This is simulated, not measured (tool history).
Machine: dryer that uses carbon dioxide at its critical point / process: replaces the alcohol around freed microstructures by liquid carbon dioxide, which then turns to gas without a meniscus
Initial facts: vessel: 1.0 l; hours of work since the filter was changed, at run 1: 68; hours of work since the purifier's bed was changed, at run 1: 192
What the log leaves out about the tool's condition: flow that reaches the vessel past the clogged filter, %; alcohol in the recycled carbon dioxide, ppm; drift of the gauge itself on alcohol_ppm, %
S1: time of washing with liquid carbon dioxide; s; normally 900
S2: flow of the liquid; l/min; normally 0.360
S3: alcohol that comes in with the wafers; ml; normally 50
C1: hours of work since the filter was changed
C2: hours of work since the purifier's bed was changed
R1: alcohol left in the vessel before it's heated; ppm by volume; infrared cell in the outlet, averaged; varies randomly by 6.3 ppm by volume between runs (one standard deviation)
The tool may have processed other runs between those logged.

| run | day | S1 | S2 | S3 | C1 | C2 | R1 |
|---|---|---|---|---|---|---|---|
| 1 | 0.000 | 900 | 0.360 | 50 | 68 | 192 | 414 |
| 2 | 0.625 | 900 | 0.360 | 50 | 80 | 203 | 413 |
| 3 | 1.742 | 900 | 0.360 | 94 | 100 | 224 | 827 |
| 4 | 2.821 | 900 | 0.360 | 94 | 120 | 243 | 870 |
| 5 | 3.350 | 900 | 0.360 | 94 | 130 | 253 | 933 |
| 6 | 4.108 | 900 | 0.360 | 94 | 144 | 267 | 984 |
| 7 | 4.933 | 900 | 0.360 | 94 | 159 | 282 | 1089 |
| 8 | 6.088 | 900 | 0.360 | 50 | 180 | 304 | 662 |
| 9 | 7.221 | 900 | 0.360 | 66 | 201 | 324 | 932 |
|  | 7.817 | inlet filter changed |
| 10 | 8.246 | 900 | 0.360 | 50 | 8 | 343 | 366 |
| 11 | 8.896 | 900 | 0.360 | 50 | 20 | 354 | 367 |
| 12 | 10.075 | 900 | 0.360 | 50 | 42 | 376 | 403 |
| 13 | 11.096 | 900 | 0.402 | 50 | 60 | 395 | 309 |
| 14 | 12.033 | 900 | 0.360 | 22 | 78 | 412 | 292 |
| 15 | 13.196 | 900 | 0.360 | 22 | 99 | 434 | 298 |
| 16 | 13.908 | 1380 | 0.231 | 22 | 112 | 447 | 356 |
| 17 | 14.496 | 1380 | 0.231 | 22 | 123 | 457 | 367 |
| 18 | 15.462 | 1380 | 0.231 | 22 | 141 | 475 | 394 |
| 19 | 16.479 | 1080 | 0.403 | 93 | 159 | 494 | 336 |
| 20 | 17.050 | 1260 | 0.359 | 21 | 170 | 504 | 183 |
| 21 | 17.954 | 1020 | 0.359 | 95 | 186 | 521 | 769 |
| 22 | 18.500 | 1020 | 0.290 | 95 | 197 | 531 | 1925 |
| 23 | 19.183 | 720 | 0.579 | 110 | 209 | 544 | 531 |
|  | 19.300 | inlet filter changed |
| 24 | 20.367 | 720 | 0.579 | 110 | 20 | 565 | 293 |
| 25 | 20.946 | 780 | 0.360 | 21 | 30 | 575 | 435 |
| 26 | 21.942 | 780 | 0.360 | 21 | 49 | 594 | 449 |
|  | 23.033 | purifier's bed changed |
| 27 | 23.233 | 900 | 0.396 | 50 | 70 | 4 | 226 |

Describe how what the log doesn't record of the tool's condition differs between the last listed run preceding each entry between runs and the first listed run following it.
Run 9 -> run 10: inlet filter changed (day 7.817)
  flow that reaches the vessel past the clogged filter, %: 82.5 -> 98.9; alcohol in the recycled carbon dioxide, ppm: 100 -> 105.4
  measured result minus the result with no hidden state, R1: +601 -> +116 ppm by volume
Run 23 -> run 24: inlet filter changed (day 19.300)
  flow that reaches the vessel past the clogged filter, %: 82 -> 98; alcohol in the recycled carbon dioxide, ppm: 165.6 -> 171.9
  measured result minus the result with no hidden state, R1: +424 -> +185 ppm by volume
Run 26 -> run 27: purifier's bed changed (day 23.033)
  flow that reaches the vessel past the clogged filter, %: 95.4 -> 93.5; alcohol in the recycled carbon dioxide, ppm: 180.9 -> 9.4
  measured result minus the result with no hidden state, R1: +226 -> +70 ppm by volume

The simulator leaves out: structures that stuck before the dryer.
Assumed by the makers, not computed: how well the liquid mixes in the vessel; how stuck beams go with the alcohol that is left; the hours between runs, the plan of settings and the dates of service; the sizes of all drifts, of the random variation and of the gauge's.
